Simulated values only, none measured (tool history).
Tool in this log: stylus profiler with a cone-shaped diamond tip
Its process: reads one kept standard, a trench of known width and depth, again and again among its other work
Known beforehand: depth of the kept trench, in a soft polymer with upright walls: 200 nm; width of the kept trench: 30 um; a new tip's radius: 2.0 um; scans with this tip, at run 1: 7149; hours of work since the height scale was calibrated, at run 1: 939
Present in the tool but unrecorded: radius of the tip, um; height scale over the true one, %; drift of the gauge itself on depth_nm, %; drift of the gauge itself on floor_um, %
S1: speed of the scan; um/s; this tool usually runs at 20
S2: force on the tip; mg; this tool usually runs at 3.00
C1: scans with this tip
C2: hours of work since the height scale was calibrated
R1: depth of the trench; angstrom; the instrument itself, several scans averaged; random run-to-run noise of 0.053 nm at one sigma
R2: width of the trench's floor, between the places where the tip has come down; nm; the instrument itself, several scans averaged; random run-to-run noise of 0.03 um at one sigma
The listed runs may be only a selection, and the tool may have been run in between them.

| run | day | S1 | S2 | C1 | C2 | R1 | R2 |
|---|---|---|---|---|---|---|---|
| 1 | 0.000 | 20 | 3.00 | 7149 | 939 | 2015.2 | 27540 |
| 2 | 3.233 | 20 | 3.00 | 7537 | 990 | 2013.9 | 27500 |
| 3 | 7.742 | 23 | 3.00 | 8077 | 1061 | 2013.9 | 27410 |
| 4 | 12.104 | 23 | 3.00 | 8600 | 1130 | 2014.1 | 27470 |
| 5 | 16.500 | 49 | 3.00 | 9127 | 1199 | 2013.2 | 27270 |
| 6 | 19.283 | 49 | 3.00 | 9460 | 1243 | 2012.8 | 27240 |
| 7 | 22.246 | 49 | 3.00 | 9815 | 1290 | 2012.8 | 27180 |
| 8 | 26.929 | 49 | 3.00 | 10376 | 1363 | 2013.3 | 27130 |
| 9 | 31.375 | 20 | 2.86 | 10909 | 1433 | 2013.1 | 27260 |
| 10 | 35.017 | 20 | 2.86 | 11345 | 1491 | 2011.7 | 27240 |
| 11 | 37.958 | 20 | 2.89 | 11698 | 1537 | 2012.1 | 27230 |
| 12 | 41.142 | 10 | 3.00 | 12080 | 1587 | 2012.9 | 27200 |
| 13 | 45.654 | 20 | 3.00 | 12620 | 1658 | 2011.8 | 27150 |
| 14 | 49.000 | 20 | 3.00 | 13021 | 1711 | 2011.1 | 27130 |
| 15 | 50.983 | 20 | 3.00 | 13259 | 1742 | 2010.9 | 27110 |
| 16 | 54.750 | 20 | 3.00 | 13710 | 1801 | 2011.3 | 27130 |
| 17 | 58.529 | 20 | 3.00 | 14163 | 1861 | 2009.7 | 27070 |
|  | 62.283 | height scale calibrated on a step standard |
| 18 | 62.283 | 20 | 3.00 | 14610 | 0 | 2007.7 | 27040 |
| 19 | 64.258 | 20 | 3.00 | 14847 | 31 | 2007.9 | 26970 |
| 20 | 68.696 | 20 | 3.00 | 15379 | 101 | 2008.0 | 26980 |
| 21 | 71.029 | 20 | 3.00 | 15658 | 138 | 2006.8 | 26940 |
| 22 | 73.788 | 61 | 2.42 | 15989 | 181 | 2005.0 | 26710 |
| 23 | 76.833 | 14 | 4.67 | 16354 | 229 | 2013.4 | 26950 |
| 24 | 81.425 | 13 | 3.39 | 16904 | 301 | 2008.3 | 26930 |
| 25 | 83.808 | 13 | 3.39 | 17190 | 339 | 2008.4 | 26920 |
|  | 86.438 | height scale calibrated on a step standard, once more |
|  | 87.362 | new tip fitted, height scale calibrated |
| 26 | 88.496 | 32 | 2.29 | 136 | 18 | 2015.0 | 28060 |
| 27 | 92.967 | 32 | 2.29 | 672 | 88 | 2015.2 | 28050 |
| 28 | 95.188 | 32 | 2.29 | 938 | 123 | 2015.5 | 28010 |
| 29 | 99.233 | 7 | 3.30 | 1423 | 187 | 2019.2 | 28080 |
| 30 | 103.167 | 6 | 5.38 | 1894 | 249 | 2026.4 | 28100 |
| 31 | 107.038 | 33 | 3.48 | 2358 | 310 | 2018.3 | 27850 |
| 32 | 110.046 | 7 | 1.41 | 2718 | 357 | 2010.6 | 27940 |
| 33 | 112.479 | 13 | 1.46 | 3010 | 395 | 2009.5 | 27880 |
| 34 | 115.004 | 13 | 1.46 | 3313 | 435 | 2010.5 | 27840 |
| 35 | 118.650 | 20 | 4.16 | 3749 | 493 | 2020.3 | 27850 |
| 36 | 121.779 | 19 | 4.16 | 4125 | 542 | 2021.2 | 27760 |
| 37 | 125.742 | 19 | 4.16 | 4599 | 604 | 2020.6 | 27730 |
| 38 | 130.175 | 6 | 3.67 | 5130 | 674 | 2017.7 | 27780 |
| 39 | 133.188 | 6 | 3.67 | 5492 | 721 | 2018.1 | 27720 |
| 40 | 137.975 | 6 | 3.67 | 6065 | 797 | 2017.0 | 27720 |
| 41 | 140.479 | 20 | 2.70 | 6365 | 836 | 2014.7 | 27610 |

Alternative continuations, all from the tool just after run 41; predict every row:
| A | 144.562 | 59 | 8.77 | 6855 | 901 | ? | ? |
| B | 144.562 | 17 | 4.88 | 6855 | 901 | ? | ? |
| C | 144.562 | 20 | 1.15 | 6855 | 901 | ? | ? |

| run | R1 | R2 |
|---|---|---|
| A | 2033.5 | 27520 |
| B | 2021.7 | 27610 |
| C | 2006.3 | 27510 |
Stripped of hidden state, with their random variation kept, the same runs would have yielded:
| run | R1 | R2 |
|---|---|---|
| A | 2035.6 | 28130 |
| B | 2023.8 | 28220 |
| C | 2008.4 | 28110 |
